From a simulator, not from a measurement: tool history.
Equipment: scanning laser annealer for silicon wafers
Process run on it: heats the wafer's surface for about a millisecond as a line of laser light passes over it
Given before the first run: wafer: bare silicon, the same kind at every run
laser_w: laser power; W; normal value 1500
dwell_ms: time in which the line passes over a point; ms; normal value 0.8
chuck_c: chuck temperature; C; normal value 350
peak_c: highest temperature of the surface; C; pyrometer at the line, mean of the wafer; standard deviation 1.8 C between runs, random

Run 1, hour 0: usual settings. Result: peak_c 1033 C.
Run 2, hour 8.9: usual settings. Result: peak_c 1033 C.
Run 3, hour 20.8: usual settings but laser_w 1336 W. Result: peak_c 936 C.
Run 4, hour 31.8: usual settings but laser_w 1336 W. Result: peak_c 934 C.
Run 5, hour 44.6: usual settings. Result: peak_c 1029 C.
Run 6, hour 53.5: usual settings. Result: peak_c 1024 C.
Run 7, hour 59.9: usual settings. Result: peak_c 1029 C.
Run 8, hour 66.1: usual settings. Result: peak_c 1031 C.
Run 9, hour 77.3: usual settings. Result: peak_c 1028 C.
Run 10, hour 87.8: usual settings. Result: peak_c 1028 C.
Run 11, hour 93.4: usual settings. Result: peak_c 1031 C.
Run 12, hour 106.4: usual settings but chuck_c 315 C. Result: peak_c 990 C.
Run 13, hour 118.5: usual settings but chuck_c 315 C. Result: peak_c 993 C.
Run 14, hour 127.2: usual settings but chuck_c 315 C. Result: peak_c 989 C.
Run 15, hour 137.6: usual settings but chuck_c 315 C. Result: peak_c 992 C.
Run 16, hour 145.7: usual settings. Result: peak_c 1024 C.
Run 17, hour 157.3: usual settings but laser_w 1414 W. Result: peak_c 976 C.
Run 18, hour 165.5: usual settings but laser_w 1414 W, dwell_ms 0.922 ms. Result: peak_c 1014 C.
Run 19, hour 176.6: usual settings but laser_w 1414 W, dwell_ms 0.922 ms. Result: peak_c 1009 C.
Run 20, hour 182.6: usual settings but chuck_c 349 C. Result: peak_c 1019 C.
Run 21, hour 189.5: usual settings but chuck_c 387 C. Result: peak_c 1055 C.
Run 22, hour 195.4: usual settings but dwell_ms 0.799 ms. Result: peak_c 1018 C.
Run 23, hour 206.5: usual settings but dwell_ms 0.831 ms, chuck_c 385 C. Result: peak_c 1066 C.
Run 24, hour 217.7: usual settings but dwell_ms 0.831 ms, chuck_c 385 C. Result: peak_c 1066 C.
Run 25, hour 224.3: usual settings but laser_w 1579 W, dwell_ms 0.798 ms. Result: peak_c 1064 C.
Run 26, hour 232.3: usual settings but laser_w 1580 W, dwell_ms 0.985 ms, chuck_c 345 C. Result: peak_c 1130 C.
Run 27, hour 243.1: usual settings but dwell_ms 0.704 ms. Result: peak_c 979 C.
Run 28, hour 255: usual settings but chuck_c 382 C. Result: peak_c 1051 C.
Run 29, hour 262.8: usual settings but laser_w 1315 W, dwell_ms 0.933 ms, chuck_c 382 C. Result: peak_c 982 C.
Run 30, hour 270.1: usual settings but laser_w 1435 W, dwell_ms 0.933 ms, chuck_c 342 C. Result: peak_c 1016 C.
Run 31, hour 275.9: usual settings but laser_w 1435 W, dwell_ms 0.933 ms, chuck_c 342 C. Result: peak_c 1017 C.
Run 32, hour 289: usual settings but laser_w 1354 W, dwell_ms 0.742 ms, chuck_c 318 C. Result: peak_c 881 C.
Run 33, hour 296: usual settings but laser_w 1476 W, dwell_ms 0.825 ms, chuck_c 318 C. Result: peak_c 978 C.
Run 34, hour 301.7: usual settings but laser_w 1321 W, dwell_ms 0.612 ms. Result: peak_c 851 C.
Run 35, hour 308.7: usual settings but laser_w 1321 W, dwell_ms 0.612 ms. Result: peak_c 845 C.
Run 36, hour 316: usual settings but laser_w 1339 W, dwell_ms 0.612 ms. Result: peak_c 857 C.
Run 37, hour 324.6: usual settings but laser_w 1339 W, dwell_ms 0.679 ms, chuck_c 332 C. Result: peak_c 864 C.
Run 38, hour 335.3: usual settings but laser_w 1436 W, dwell_ms 0.889 ms, chuck_c 378 C. Result: peak_c 1035 C.
Run 39, hour 347.4: usual settings but laser_w 1436 W, dwell_ms 0.889 ms, chuck_c 378 C. Result: peak_c 1032 C.
Run 40, hour 353.7: usual settings but laser_w 1385 W, dwell_ms 0.893 ms, chuck_c 382 C. Result: peak_c 1008 C.
Run 41, hour 361.5: usual settings but laser_w 1510 W, dwell_ms 0.655 ms, chuck_c 342 C. Result: peak_c 952 C.

3 ways to go on from here, each from the tool as it stands after run 41. What would each give?
Run A, hour 371.1: usual settings but laser_w 1470 W, dwell_ms 0.625 ms, chuck_c 321 C. Result: peak_c ?.
Run B, hour 371.1: usual settings but laser_w 1351 W, dwell_ms 0.871 ms, chuck_c 385 C. Result: peak_c ?.
Run C, hour 371.1: usual settings but laser_w 1510 W, dwell_ms 0.798 ms, chuck_c 342 C. Result: peak_c ?.

run  peak_c
  A     898
  B     986
  C    1005
With no hidden state in the tool, these same runs would have given:
run  peak_c
  A     935
  B    1025
  C    1047
